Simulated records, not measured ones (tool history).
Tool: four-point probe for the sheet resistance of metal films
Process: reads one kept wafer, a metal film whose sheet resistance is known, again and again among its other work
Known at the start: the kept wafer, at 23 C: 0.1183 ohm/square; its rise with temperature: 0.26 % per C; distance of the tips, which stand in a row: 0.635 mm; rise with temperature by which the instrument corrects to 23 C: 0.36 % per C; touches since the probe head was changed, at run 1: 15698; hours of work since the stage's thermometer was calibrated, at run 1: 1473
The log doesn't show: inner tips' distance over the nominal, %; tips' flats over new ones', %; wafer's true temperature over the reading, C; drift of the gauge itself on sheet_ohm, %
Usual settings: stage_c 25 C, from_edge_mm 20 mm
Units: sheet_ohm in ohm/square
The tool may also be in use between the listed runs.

run   hour  stage_c  from_edge_mm  touches since the probe head was changed  hours of work since the stage's thermometer was calibrated  sheet_ohm
  1      0       25            20                                     15698                                                        1473   0.118096
  2   36.5       22            20                                     16410                                                        1499   0.118491
  3   53.2       22            20                                     16735                                                        1510   0.118489
  4   86.3       25            23                                     17380                                                        1533    0.11813
  5  119.3       25            26                                     18022                                                        1556   0.118111
  6  160.4       25            26                                     18824                                                        1584   0.118095
  7  176.9       25            20                                     19147                                                        1595   0.118116
  8  212.6       25            20                                     19842                                                        1620   0.118139
  9  248.9       25            20                                     20548                                                        1645   0.118064
 10  271.8       25            46                                     20995                                                        1661   0.118015
 11  311.9       19            49                                     21777                                                        1689   0.118825
 12  340.8       30             9                                     22341                                                        1709   0.117764
 13  358.7       20            20                                     22690                                                        1721   0.118733
 14  377.7       20            20                                     23059                                                        1734   0.118751
 15  417.3       20            20                                     23831                                                        1761    0.11872
 16  456.1       20            49                                     24588                                                        1788   0.118694
 17  480.4       20            49                                     25061                                                        1805   0.118678
 18  497.1       25            25                                     25386                                                        1816   0.118122
 19  537.4       25            25                                     26171                                                        1844   0.118074
 20  565.5       25            10                                     26720                                                        1864    0.11831

Forecast each of these 5 alternatives for the next run:
  A  587.7       24             4                                     27153                                                        1879          ?
  B  587.7       24            25                                     27153                                                        1879          ?
  C  587.7       33            20                                     27153                                                        1879          ?
  D  587.7       23            50                                     27153                                                        1879          ?
  E  587.7       22            14                                     27153                                                        1879          ?

run  sheet_ohm
  A   0.119715
  B   0.118201
  C   0.117185
  D   0.118327
  E   0.118584
Without the tool's hidden state the same runs would have given:
run  sheet_ohm
  A    0.11972
  B   0.118207
  C   0.117191
  D   0.118333
  E    0.11859

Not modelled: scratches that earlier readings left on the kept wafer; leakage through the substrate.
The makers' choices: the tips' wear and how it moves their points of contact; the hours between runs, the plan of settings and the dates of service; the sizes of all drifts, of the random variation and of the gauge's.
